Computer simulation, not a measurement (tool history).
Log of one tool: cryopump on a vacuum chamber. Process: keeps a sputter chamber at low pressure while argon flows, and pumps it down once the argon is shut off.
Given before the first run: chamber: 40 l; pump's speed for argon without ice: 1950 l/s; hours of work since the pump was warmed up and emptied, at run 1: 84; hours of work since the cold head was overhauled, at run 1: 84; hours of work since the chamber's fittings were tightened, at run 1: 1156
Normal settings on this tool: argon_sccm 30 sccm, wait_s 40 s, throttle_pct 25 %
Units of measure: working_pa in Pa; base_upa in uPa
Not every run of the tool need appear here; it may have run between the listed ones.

run     day  argon_sccm  wait_s  throttle_pct  hours of work since the pump was warmed up and emptied  hours of work since the cold head was overhauled  hours of work since the chamber's fittings were tightened  working_pa  base_upa
  1   0.000          30      40            25                                                      84                                                84                                                       1156      0.1052      1.17
  2   0.825          30      40            25                                                      92                                                92                                                       1164      0.1058      1.14
  3   1.804          28      40            25                                                     102                                               102                                                       1173      0.0984      1.12
  4   2.812          24      40            25                                                     112                                               112                                                       1183      0.0835      1.17
  5   3.929          30     262            25                                                     122                                               122                                                       1194      0.1066      0.48
  6   4.642          30      40            25                                                     129                                               129                                                       1201      0.1057      1.17
  7   5.408          30      40            25                                                     137                                               137                                                       1208      0.1070      1.20
  8   6.271          30      40            25                                                     145                                               145                                                       1216      0.1067      1.19
  9   7.246          30      40            25                                                     154                                               154                                                       1226      0.1057      1.19
 10   8.171          30      40            41                                                     163                                               163                                                       1235      0.0661      1.13
 11   8.842          30      40            53                                                     170                                               170                                                       1241      0.0519      1.15
 12   9.483          30      25            25                                                     176                                               176                                                       1248      0.1074      1.72
 13  10.158          30      25            25                                                     183                                               183                                                       1254      0.1074      1.67
 14  10.758          30      40            25                                                     188                                               188                                                       1260      0.1065      1.17
 15  11.604          30      40            25                                                     197                                               197                                                       1268      0.1072      1.20
 16  12.617          30      40            25                                                     206                                               206                                                       1278      0.1070      1.21
 17  13.788          30      40            25                                                     218                                               218                                                       1289      0.1069      1.25
 18  14.575          30      56            25                                                     225                                               225                                                       1297      0.1068      0.97
 19  15.175          38      49            25                                                     231                                               231                                                       1303      0.1377      1.05
 20  16.400          13      25            24                                                     243                                               243                                                       1314      0.0493      1.70
 21  17.021          13     201            38                                                     249                                               249                                                       1320      0.0321      0.55
 22  17.871          36      28            38                                                     257                                               257                                                       1329      0.0870      1.54
 23  18.692          30     108            25                                                     265                                               265                                                       1337      0.1090      0.66
 24  19.262          28     256            47                                                     271                                               271                                                       1342      0.0562      0.52
 25  20.383          28     165            47                                                     281                                               281                                                       1353      0.0566      0.61
 26  21.475          24      39            24                                                     292                                               292                                                       1363      0.0897      1.21
 27  22.192          24      39            24                                                     299                                               299                                                       1370      0.0904      1.26
 28  23.038          24      39            24                                                     307                                               307                                                       1378      0.0900      1.25
 29  23.846          24      39            24                                                     315                                               315                                                       1386      0.0913      1.22
 30  24.479          57      73            33                                                     321                                               321                                                       1392      0.1601      0.83
 31  25.612          22      40            38                                                     332                                               332                                                       1403      0.0554      1.19
 32  26.283          21      40            48                                                     338                                               338                                                       1410      0.0424      1.25
 33  26.888          56      70            60                                                     344                                               344                                                       1416      0.0920      0.88

Results per run with the tool's hidden condition removed, run-to-run variation unchanged:
Hidden state at play: pump's speed, % of a pump's without ice; cold plate's temperature, K; leak into the chamber, uPa l/s; drift of the gauge itself on working_pa, %; drift of the gauge itself on base_upa, %.
run  working_pa  base_upa
  1      0.1039      1.00
  2      0.1044      0.96
  3      0.0969      0.94
  4      0.0822      0.98
  5      0.1047      0.29
  6      0.1037      0.98
  7      0.1049      1.00
  8      0.1045      0.99
  9      0.1034      0.99
 10      0.0636      0.93
 11      0.0493      0.95
 12      0.1046      1.52
 13      0.1046      1.46
 14      0.1036      0.96
 15      0.1041      0.98
 16      0.1038      1.00
 17      0.1035      1.02
 18      0.1032      0.75
 19      0.1330      0.83
 20      0.0476      1.47
 21      0.0304      0.31
 22      0.0821      1.31
 23      0.1048      0.43
 24      0.0521      0.28
 25      0.0523      0.37
 26      0.0859      0.97
 27      0.0864      1.00
 28      0.0859      1.00
 29      0.0871      0.96
 30      0.1500      0.58
 31      0.0514      0.94
 32      0.0384      0.97
 33      0.0811      0.61

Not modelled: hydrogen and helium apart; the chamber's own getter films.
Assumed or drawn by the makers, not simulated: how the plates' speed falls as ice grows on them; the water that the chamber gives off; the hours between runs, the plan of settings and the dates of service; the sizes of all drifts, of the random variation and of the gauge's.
